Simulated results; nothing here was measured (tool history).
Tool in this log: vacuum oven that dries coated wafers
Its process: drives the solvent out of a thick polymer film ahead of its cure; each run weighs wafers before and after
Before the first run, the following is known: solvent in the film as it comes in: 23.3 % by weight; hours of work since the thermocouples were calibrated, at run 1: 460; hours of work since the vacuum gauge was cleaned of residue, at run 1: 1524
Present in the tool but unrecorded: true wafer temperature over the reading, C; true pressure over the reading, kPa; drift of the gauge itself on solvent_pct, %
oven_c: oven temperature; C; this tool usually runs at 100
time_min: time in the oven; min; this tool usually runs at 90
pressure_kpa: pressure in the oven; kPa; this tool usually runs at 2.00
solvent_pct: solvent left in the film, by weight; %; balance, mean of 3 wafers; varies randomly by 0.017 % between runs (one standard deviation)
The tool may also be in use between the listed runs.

| run | hour | oven_c | time_min | pressure_kpa | hours of work since the thermocouples were calibrated | hours of work since the vacuum gauge was cleaned of residue | solvent_pct |
|---|---|---|---|---|---|---|---|
| 1 | 0.0 | 100 | 90 | 2.00 | 460 | 1524 | 2.51 |
| 2 | 98.1 | 100 | 90 | 1.65 | 533 | 1596 | 2.42 |
| 3 | 197.2 | 100 | 90 | 1.65 | 606 | 1670 | 2.43 |
| 4 | 312.7 | 100 | 90 | 1.65 | 691 | 1755 | 2.44 |
| 5 | 381.6 | 100 | 90 | 1.65 | 742 | 1806 | 2.47 |
|  | 390.2 | oven's thermocouples calibrated |
| 6 | 486.5 | 100 | 90 | 1.65 | 71 | 1882 | 2.58 |
| 7 | 552.0 | 100 | 90 | 1.65 | 120 | 1931 | 2.58 |
| 8 | 662.7 | 100 | 109 | 1.69 | 202 | 2012 | 1.91 |
| 9 | 742.2 | 108 | 82 | 2.00 | 260 | 2071 | 1.78 |
|  | 819.9 | oven's thermocouples calibrated, once more |
| 10 | 853.5 | 108 | 60 | 1.07 | 25 | 2152 | 2.53 |
| 11 | 964.5 | 88 | 140 | 1.07 | 107 | 2234 | 2.68 |

Branching from run 11: 3 alternative next runs. What would each branch give?
| A | 1053.7 | 99 | 72 | 1.57 | 173 | 2300 | ? |
| B | 1053.7 | 107 | 77 | 4.65 | 173 | 2300 | ? |
| C | 1053.7 | 88 | 73 | 2.20 | 173 | 2300 | ? |

| run | solvent_pct |
|---|---|
| A | 3.68 |
| B | 2.73 |
| C | 6.87 |
With the hidden condition removed and each run's random variation left untouched, the same runs would have given:
| run | solvent_pct |
|---|---|
| A | 3.41 |
| B | 2.51 |
| C | 6.51 |
